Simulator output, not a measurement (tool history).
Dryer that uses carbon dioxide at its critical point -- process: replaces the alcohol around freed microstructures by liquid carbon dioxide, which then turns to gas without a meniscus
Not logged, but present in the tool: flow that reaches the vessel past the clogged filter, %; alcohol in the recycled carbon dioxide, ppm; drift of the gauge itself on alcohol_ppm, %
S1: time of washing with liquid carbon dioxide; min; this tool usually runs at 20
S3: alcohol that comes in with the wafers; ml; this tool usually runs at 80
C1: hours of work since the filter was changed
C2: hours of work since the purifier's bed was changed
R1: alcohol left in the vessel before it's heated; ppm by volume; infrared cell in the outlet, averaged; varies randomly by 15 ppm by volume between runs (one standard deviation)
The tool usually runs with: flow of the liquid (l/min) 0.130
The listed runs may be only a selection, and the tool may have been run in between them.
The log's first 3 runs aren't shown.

{"run": 4, "hour": 134.8, "S1": 20, "flow of the liquid (l/min)": 0.119, "S3": 80, "C1": 97, "C2": 528, "R1": 2010}
{"run": 5, "hour": 164.2, "S1": 20, "flow of the liquid (l/min)": 0.119, "S3": 34, "C1": 116, "C2": 547, "R1": 926}
{"run": 6, "hour": 206.4, "S1": 20, "flow of the liquid (l/min)": 0.119, "S3": 34, "C1": 143, "C2": 574, "R1": 1025}
{"run": 7, "hour": 248.9, "S1": 20, "flow of the liquid (l/min)": 0.119, "S3": 34, "C1": 171, "C2": 601, "R1": 1137}
{"hour": 283.9, "done": "inlet filter changed"}
{"run": 8, "hour": 298.9, "S1": 20, "flow of the liquid (l/min)": 0.119, "S3": 34, "C1": 10, "C2": 633, "R1": 713}
{"run": 9, "hour": 323.5, "S1": 20, "flow of the liquid (l/min)": 0.119, "S3": 34, "C1": 26, "C2": 649, "R1": 717}
{"run": 10, "hour": 356.6, "S1": 20, "flow of the liquid (l/min)": 0.119, "S3": 34, "C1": 47, "C2": 670, "R1": 775}
{"run": 11, "hour": 402.9, "S1": 20, "flow of the liquid (l/min)": 0.121, "S3": 34, "C1": 77, "C2": 700, "R1": 798}
{"run": 12, "hour": 460.1, "S1": 20, "flow of the liquid (l/min)": 0.121, "S3": 34, "C1": 114, "C2": 737, "R1": 884}
{"run": 13, "hour": 516.0, "S1": 20, "flow of the liquid (l/min)": 0.13, "S3": 80, "C1": 150, "C2": 773, "R1": 1608}
{"run": 14, "hour": 574.0, "S1": 20, "flow of the liquid (l/min)": 0.13, "S3": 80, "C1": 187, "C2": 810, "R1": 1818}
{"hour": 582.7, "done": "inlet filter changed"}
{"hour": 600.9, "done": "purifier's bed changed"}
{"run": 15, "hour": 630.8, "S1": 20, "flow of the liquid (l/min)": 0.13, "S3": 80, "C1": 29, "C2": 19, "R1": 1036}
{"run": 16, "hour": 671.4, "S1": 20, "flow of the liquid (l/min)": 0.13, "S3": 80, "C1": 55, "C2": 45, "R1": 1122}
{"run": 17, "hour": 696.7, "S1": 30, "flow of the liquid (l/min)": 0.13, "S3": 80, "C1": 72, "C2": 62, "R1": 117}
{"run": 18, "hour": 732.4, "S1": 20, "flow of the liquid (l/min)": 0.13, "S3": 29, "C1": 95, "C2": 85, "R1": 482}
{"run": 19, "hour": 788.4, "S1": 20, "flow of the liquid (l/min)": 0.13, "S3": 80, "C1": 131, "C2": 121, "R1": 1502}
{"run": 20, "hour": 825.1, "S1": 20, "flow of the liquid (l/min)": 0.13, "S3": 80, "C1": 154, "C2": 144, "R1": 1628}
{"run": 21, "hour": 852.5, "S1": 20, "flow of the liquid (l/min)": 0.13, "S3": 80, "C1": 172, "C2": 162, "R1": 1735}
{"hour": 885.8, "done": "inlet filter changed"}
{"run": 22, "hour": 896.5, "S1": 20, "flow of the liquid (l/min)": 0.13, "S3": 80, "C1": 7, "C2": 190, "R1": 999}
{"run": 23, "hour": 924.2, "S1": 18, "flow of the liquid (l/min)": 0.13, "S3": 80, "C1": 25, "C2": 208, "R1": 1751}
{"run": 24, "hour": 976.0, "S1": 26, "flow of the liquid (l/min)": 0.106, "S3": 59, "C1": 58, "C2": 241, "R1": 692}
{"run": 25, "hour": 1036.3, "S1": 26, "flow of the liquid (l/min)": 0.106, "S3": 59, "C1": 97, "C2": 280, "R1": 785}
{"run": 26, "hour": 1080.5, "S1": 20, "flow of the liquid (l/min)": 0.143, "S3": 89, "C1": 125, "C2": 308, "R1": 1006}
{"run": 27, "hour": 1126.2, "S1": 20, "flow of the liquid (l/min)": 0.156, "S3": 89, "C1": 155, "C2": 338, "R1": 728}
{"run": 28, "hour": 1172.9, "S1": 20, "flow of the liquid (l/min)": 0.156, "S3": 89, "C1": 185, "C2": 368, "R1": 793}

Estimate the outcome of run 29 from the log above:
{"hour": 1187.5, "done": "inlet filter changed"}
{"run": 29, "hour": 1203.3, "S1": 20, "flow of the liquid (l/min)": 0.13, "S3": 31, "C1": 10, "C2": 387, "R1": "?"}

Run 29 gave R1 411 ppm by volume.
With no hidden state in the tool, this same run would have given R1 367 ppm by volume.
